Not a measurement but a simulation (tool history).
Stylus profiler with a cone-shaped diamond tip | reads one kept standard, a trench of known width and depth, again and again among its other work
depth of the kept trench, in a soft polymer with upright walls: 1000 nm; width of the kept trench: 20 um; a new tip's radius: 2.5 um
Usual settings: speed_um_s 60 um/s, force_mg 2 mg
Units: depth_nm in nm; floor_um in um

run	hour	speed_um_s	force_mg	depth_nm	floor_um
1	0	60	2	1010.65	14.73
2	21.5	60	2	1010.95	14.76
3	46.4	60	2	1010.72	14.67
4	61.1	60	2	1010.92	14.68
5	75.5	60	2	1010.58	14.72
# hour 77.3: height scale calibrated on a step standard
6	100.6	60	2	1010.23	14.62
7	121.3	60	2	1010.36	14.59
8	145.8	60	2.03	1010.26	14.59
9	163.7	60	2.03	1010.19	14.54
10	177.8	199	4	1017.91	13.93
# hour 195.9: height scale calibrated on a step standard, once more
11	199	49	0.74	1006.63	14.39
12	223.3	49	0.74	1005.93	14.41

The next listed run, before its measurement:
13	250.3	49	0.74	?	?

depth_nm: 1006.49 nm
floor_um: 14.34 um
Without the tool's hidden state the same run would have given depth_nm 1007.03 nm, floor_um 15.42 um.
